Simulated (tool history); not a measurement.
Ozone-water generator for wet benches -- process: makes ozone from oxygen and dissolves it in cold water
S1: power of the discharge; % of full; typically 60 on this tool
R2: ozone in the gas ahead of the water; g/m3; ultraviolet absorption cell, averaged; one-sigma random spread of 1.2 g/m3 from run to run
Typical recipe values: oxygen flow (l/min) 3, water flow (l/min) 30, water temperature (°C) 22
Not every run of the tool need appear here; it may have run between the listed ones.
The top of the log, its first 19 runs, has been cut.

run 20 hour=3413.6 | S1=77 oxygen_flow_(l/min)=3 water_flow_(l/min)=30 water_temperature_(°C)=16 | dissolved_ozone_(ppm)=10 R2=207.2
run 21 hour=3615.9 | S1=87 oxygen_flow_(l/min)=3 water_flow_(l/min)=30 water_temperature_(°C)=22 | dissolved_ozone_(ppm)=10.2 R2=219.6
run 22 hour=3832.5 | S1=80 oxygen_flow_(l/min)=2.12 water_flow_(l/min)=30 water_temperature_(°C)=22 | dissolved_ozone_(ppm)=9.2 R2=253
-- hour=3960.6 electrodes of the discharge changed
run 23 hour=4009.1 | S1=41 oxygen_flow_(l/min)=3 water_flow_(l/min)=30 water_temperature_(°C)=15 | dissolved_ozone_(ppm)=8.5 R2=173.6
run 24 hour=4119.1 | S1=91 oxygen_flow_(l/min)=3 water_flow_(l/min)=36 water_temperature_(°C)=22 | dissolved_ozone_(ppm)=10 R2=259.8
run 25 hour=4216.3 | S1=91 oxygen_flow_(l/min)=3 water_flow_(l/min)=36 water_temperature_(°C)=22 | dissolved_ozone_(ppm)=10.2 R2=259.5
run 26 hour=4322.7 | S1=72 oxygen_flow_(l/min)=2.7 water_flow_(l/min)=21 water_temperature_(°C)=16 | dissolved_ozone_(ppm)=15.7 R2=242.9
run 27 hour=4472.6 | S1=72 oxygen_flow_(l/min)=2.7 water_flow_(l/min)=21 water_temperature_(°C)=16 | dissolved_ozone_(ppm)=15.6 R2=240.7
run 28 hour=4577.5 | S1=72 oxygen_flow_(l/min)=2.7 water_flow_(l/min)=21 water_temperature_(°C)=16 | dissolved_ozone_(ppm)=15.6 R2=239.2
run 29 hour=4785.1 | S1=81 oxygen_flow_(l/min)=4.99 water_flow_(l/min)=44 water_temperature_(°C)=15 | dissolved_ozone_(ppm)=8.9 R2=183.3
run 30 hour=4946 | S1=87 oxygen_flow_(l/min)=4.99 water_flow_(l/min)=44 water_temperature_(°C)=15 | dissolved_ozone_(ppm)=9 R2=189.8
run 31 hour=5109.5 | S1=60 oxygen_flow_(l/min)=4.99 water_flow_(l/min)=32 water_temperature_(°C)=23 | dissolved_ozone_(ppm)=9.5 R2=157.3
run 32 hour=5345.6 | S1=74 oxygen_flow_(l/min)=1.95 water_flow_(l/min)=32 water_temperature_(°C)=23 | dissolved_ozone_(ppm)=8.8 R2=289.9

4 ways to go on from here, each from the tool as it stands after run 32. What would each give?
run A hour=5541.5 | S1=60 oxygen_flow_(l/min)=1.93 water_flow_(l/min)=30 water_temperature_(°C)=22 | dissolved_ozone_(ppm)=? R2=?
run B hour=5541.5 | S1=87 oxygen_flow_(l/min)=3.76 water_flow_(l/min)=30 water_temperature_(°C)=25 | dissolved_ozone_(ppm)=? R2=?
run C hour=5541.5 | S1=60 oxygen_flow_(l/min)=3 water_flow_(l/min)=37 water_temperature_(°C)=22 | dissolved_ozone_(ppm)=? R2=?
run D hour=5541.5 | S1=45 oxygen_flow_(l/min)=3 water_flow_(l/min)=31 water_temperature_(°C)=19 | dissolved_ozone_(ppm)=? R2=?

run=A dissolved_ozone_(ppm)=8.6 R2=262.9
run=B dissolved_ozone_(ppm)=11.4 R2=219.3
run=C dissolved_ozone_(ppm)=7.6 R2=207
run=D dissolved_ozone_(ppm)=8.1 R2=178.6
Had the tool no hidden state, the same runs would have come out as:
run=A dissolved_ozone_(ppm)=9.4 R2=268.5
run=B dissolved_ozone_(ppm)=12.6 R2=224.9
run=C dissolved_ozone_(ppm)=8.4 R2=211.4
run=D dissolved_ozone_(ppm)=8.9 R2=181.9
